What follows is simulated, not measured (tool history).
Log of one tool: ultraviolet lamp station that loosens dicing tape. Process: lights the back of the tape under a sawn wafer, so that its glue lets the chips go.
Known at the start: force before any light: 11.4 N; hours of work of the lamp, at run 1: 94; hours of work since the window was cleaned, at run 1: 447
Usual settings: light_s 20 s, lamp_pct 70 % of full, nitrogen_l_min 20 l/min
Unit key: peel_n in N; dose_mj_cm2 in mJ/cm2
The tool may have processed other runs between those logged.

| run | hour | light_s | lamp_pct | nitrogen_l_min | hours of work of the lamp | hours of work since the window was cleaned | peel_n | dose_mj_cm2 |
|---|---|---|---|---|---|---|---|---|
| 1 | 0.0 | 20 | 70 | 20 | 94 | 447 | 2.000 | 323 |
| 2 | 9.0 | 20 | 70 | 20 | 98 | 450 | 2.050 | 315 |
| 3 | 15.8 | 20 | 70 | 20 | 101 | 453 | 2.004 | 324 |
| 4 | 20.0 | 20 | 70 | 20 | 103 | 455 | 2.055 | 323 |
| 5 | 24.8 | 20 | 70 | 20 | 105 | 457 | 2.060 | 323 |
| 6 | 28.8 | 20 | 70 | 20 | 106 | 459 | 2.003 | 320 |
| 7 | 38.2 | 20 | 70 | 20 | 110 | 463 | 2.048 | 317 |
| 8 | 42.4 | 20 | 70 | 32 | 112 | 465 | 1.554 | 319 |
| 9 | 50.9 | 20 | 70 | 32 | 116 | 468 | 1.562 | 316 |
| 10 | 59.4 | 20 | 70 | 32 | 119 | 472 | 1.487 | 320 |
|  | 60.5 | window cleaned of glue's vapour |
| 11 | 68.3 | 20 | 70 | 32 | 123 | 3 | 1.728 | 302 |
| 12 | 72.6 | 20 | 70 | 32 | 125 | 5 | 1.777 | 296 |
| 13 | 80.2 | 19 | 70 | 20 | 128 | 8 | 2.475 | 291 |
| 14 | 86.8 | 19 | 70 | 20 | 131 | 11 | 2.394 | 281 |
| 15 | 92.8 | 20 | 70 | 20 | 133 | 14 | 2.282 | 299 |
|  | 95.5 | window cleaned of glue's vapour, once more |
| 16 | 100.5 | 20 | 70 | 20 | 136 | 2 | 1.787 | 342 |
| 17 | 105.0 | 32 | 92 | 13 | 138 | 4 | 0.523 | 738 |
| 18 | 111.5 | 36 | 72 | 10 | 141 | 7 | 0.908 | 656 |
| 19 | 118.6 | 12 | 78 | 28 | 144 | 10 | 2.845 | 230 |
| 20 | 123.2 | 12 | 78 | 28 | 146 | 12 | 2.766 | 234 |
| 21 | 131.4 | 32 | 78 | 28 | 149 | 15 | 0.398 | 614 |
| 22 | 136.9 | 15 | 71 | 18 | 152 | 17 | 2.831 | 264 |
| 23 | 143.7 | 15 | 71 | 18 | 154 | 20 | 2.927 | 268 |
| 24 | 149.7 | 20 | 71 | 16 | 157 | 23 | 2.023 | 349 |
| 25 | 158.0 | 20 | 74 | 7 | 160 | 26 | 3.176 | 363 |
| 26 | 164.1 | 27 | 74 | 7 | 163 | 29 | 2.007 | 487 |
| 27 | 168.8 | 10 | 92 | 7 | 165 | 31 | 5.156 | 230 |
| 28 | 174.6 | 10 | 92 | 7 | 167 | 33 | 4.962 | 227 |
| 29 | 183.5 | 25 | 92 | 18 | 171 | 37 | 0.702 | 563 |
| 30 | 192.2 | 25 | 92 | 18 | 175 | 41 | 0.706 | 565 |
| 31 | 197.3 | 25 | 92 | 18 | 177 | 43 | 0.732 | 568 |

Forecast each of these 4 alternatives for the next run:
| A | 202.2 | 25 | 92 | 18 | 179 | 45 | ? | ? |
| B | 202.2 | 30 | 71 | 18 | 179 | 45 | ? | ? |
| C | 202.2 | 25 | 92 | 32 | 179 | 45 | ? | ? |
| D | 202.2 | 30 | 91 | 35 | 179 | 45 | ? | ? |

| run | peel_n | dose_mj_cm2 |
|---|---|---|
| A | 0.727 | 567 |
| B | 0.841 | 520 |
| C | 0.460 | 562 |
| D | 0.295 | 672 |
Without the tool's unlogged condition, the same runs would have read:
| run | peel_n | dose_mj_cm2 |
|---|---|---|
| A | 0.641 | 598 |
| B | 0.746 | 549 |
| C | 0.408 | 593 |
| D | 0.268 | 708 |

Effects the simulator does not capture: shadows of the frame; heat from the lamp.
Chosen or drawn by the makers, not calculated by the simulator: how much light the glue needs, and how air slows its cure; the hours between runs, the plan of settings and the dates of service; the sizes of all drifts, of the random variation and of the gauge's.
